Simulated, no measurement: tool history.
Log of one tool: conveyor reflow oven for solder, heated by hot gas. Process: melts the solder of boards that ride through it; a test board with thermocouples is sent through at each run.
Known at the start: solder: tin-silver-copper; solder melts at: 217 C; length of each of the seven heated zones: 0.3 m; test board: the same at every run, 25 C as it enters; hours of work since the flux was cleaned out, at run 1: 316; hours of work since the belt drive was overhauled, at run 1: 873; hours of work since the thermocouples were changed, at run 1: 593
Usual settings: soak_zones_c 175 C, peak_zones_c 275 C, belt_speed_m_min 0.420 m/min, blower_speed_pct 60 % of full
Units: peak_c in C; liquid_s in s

| run | hour | soak_zones_c | peak_zones_c | belt_speed_m_min | blower_speed_pct | hours of work since the flux was cleaned out | hours of work since the belt drive was overhauled | hours of work since the thermocouples were changed | peak_c | liquid_s |
|---|---|---|---|---|---|---|---|---|---|---|
| 1 | 0.0 | 175 | 275 | 0.420 | 60 | 316 | 873 | 593 | 255.9 | 66.3 |
| 2 | 64.5 | 175 | 275 | 0.420 | 60 | 355 | 912 | 632 | 255.5 | 66.5 |
|  | 109.7 | flux residue cleaned out of gas plates and filters |
| 3 | 111.6 | 175 | 275 | 0.420 | 60 | 1 | 938 | 658 | 258.2 | 68.4 |
|  | 143.5 | thermocouples of zones 6 and 7 changed |
| 4 | 152.5 | 175 | 280 | 0.420 | 60 | 25 | 961 | 5 | 259.6 | 69.3 |
| 5 | 206.0 | 175 | 280 | 0.350 | 60 | 57 | 994 | 38 | 265.9 | 89.3 |
| 6 | 265.2 | 175 | 280 | 0.350 | 60 | 93 | 1030 | 74 | 265.5 | 89.3 |
|  | 278.8 | belt drive overhauled, speed set with a stopwatch |
| 7 | 352.5 | 175 | 280 | 0.350 | 60 | 144 | 45 | 125 | 265.2 | 87.9 |
| 8 | 420.8 | 175 | 280 | 0.350 | 60 | 186 | 86 | 166 | 265.0 | 88.0 |
| 9 | 481.3 | 175 | 280 | 0.350 | 60 | 222 | 123 | 203 | 264.8 | 87.9 |
| 10 | 523.3 | 178 | 269 | 0.420 | 70 | 248 | 149 | 229 | 252.1 | 64.8 |
| 11 | 592.8 | 169 | 275 | 0.420 | 83 | 290 | 191 | 271 | 257.3 | 65.9 |
| 12 | 644.3 | 169 | 275 | 0.420 | 83 | 322 | 222 | 302 | 257.3 | 65.6 |
| 13 | 692.3 | 169 | 288 | 0.420 | 83 | 351 | 252 | 332 | 268.4 | 72.7 |
|  | 746.0 | flux residue cleaned out of gas plates and filters |
| 14 | 757.6 | 185 | 275 | 0.374 | 83 | 7 | 288 | 368 | 265.3 | 87.4 |
| 15 | 838.4 | 185 | 275 | 0.374 | 83 | 56 | 337 | 417 | 265.3 | 87.4 |

The next listed run, before its measurement:
| 16 | 883.9 | 178 | 263 | 0.388 | 88 | 84 | 365 | 445 | ? | ? |

{"run 16": {"peak_c": 253.3, "liquid_s": 73.8}}
Without the tool's hidden state the same run would have given peak_c 252.6 C, liquid_s 73.2 s.

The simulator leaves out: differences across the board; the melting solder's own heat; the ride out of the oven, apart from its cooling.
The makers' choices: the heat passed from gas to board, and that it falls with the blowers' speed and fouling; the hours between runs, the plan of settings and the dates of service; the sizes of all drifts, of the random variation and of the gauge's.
